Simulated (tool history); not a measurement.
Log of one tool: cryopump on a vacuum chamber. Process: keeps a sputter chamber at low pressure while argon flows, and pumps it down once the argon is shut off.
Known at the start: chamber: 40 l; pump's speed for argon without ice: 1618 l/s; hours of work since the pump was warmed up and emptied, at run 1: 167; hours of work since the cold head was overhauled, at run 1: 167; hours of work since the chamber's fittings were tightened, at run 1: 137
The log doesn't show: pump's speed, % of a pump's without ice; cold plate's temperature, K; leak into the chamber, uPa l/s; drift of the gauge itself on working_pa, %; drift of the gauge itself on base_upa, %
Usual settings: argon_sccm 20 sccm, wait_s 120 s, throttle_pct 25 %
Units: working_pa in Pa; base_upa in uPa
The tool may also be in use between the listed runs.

run   hour  argon_sccm  wait_s  throttle_pct  hours of work since the pump was warmed up and emptied  hours of work since the cold head was overhauled  hours of work since the chamber's fittings were tightened  working_pa  base_upa
  1      0          20     120            25                                                     167                                               167                                                        137      0.0863      0.93
  2   11.9          20     120            25                                                     173                                               173                                                        143      0.0859      0.98
  3   24.7          20     120            25                                                     180                                               180                                                        150      0.0864         1
  4   35.5          20     120            25                                                     186                                               186                                                        156      0.0858      0.95
  5   52.1          20     120            25                                                     195                                               195                                                        165      0.0858      1.02
  6   70.7          20     120            20                                                     205                                               205                                                        175       0.107      0.97
  7   79.7          23     120            20                                                     210                                               210                                                        180      0.1239      1.04
  8   91.3          23     120            20                                                     216                                               216                                                        186      0.1243      1.01
  9  109.4          22     120            25                                                     226                                               226                                                        196      0.0949         1
 10  120.3          22     120            25                                                     232                                               232                                                        202      0.0956      1.04
 11  130.5          22     120            25                                                     237                                               237                                                        207      0.0956      1.08
 12  143.5          20     175            42                                                     244                                               244                                                        215      0.0537      0.85
 13  161.9          20     175            42                                                     254                                               254                                                        224      0.0529      0.85
 14  174.3          20      60            25                                                     261                                               261                                                        231      0.0864      1.72
 15  185.8          20      60            25                                                     267                                               267                                                        237      0.0873      1.65
 16  193.7          13     243            25                                                     271                                               271                                                        242      0.0563       0.8
 17  201.5          36      23            25                                                     276                                               276                                                        246      0.1573      3.58

3 ways to go on from here, each from the tool as it stands after run 17. What would each give?
  A   220          36      23            60                                                     286                                               286                                                        256           ?         ?
  B   220          24     218            25                                                     286                                               286                                                        256           ?         ?
  C   220          36     284            27                                                     286                                               286                                                        256           ?         ?

run  working_pa  base_upa
  A      0.0698      3.67
  B       0.105      0.81
  C      0.1453      0.74
Without the tool's hidden state the same runs would have given:
run  working_pa  base_upa
  A      0.0627      3.34
  B      0.1003      0.48
  C      0.1383      0.41

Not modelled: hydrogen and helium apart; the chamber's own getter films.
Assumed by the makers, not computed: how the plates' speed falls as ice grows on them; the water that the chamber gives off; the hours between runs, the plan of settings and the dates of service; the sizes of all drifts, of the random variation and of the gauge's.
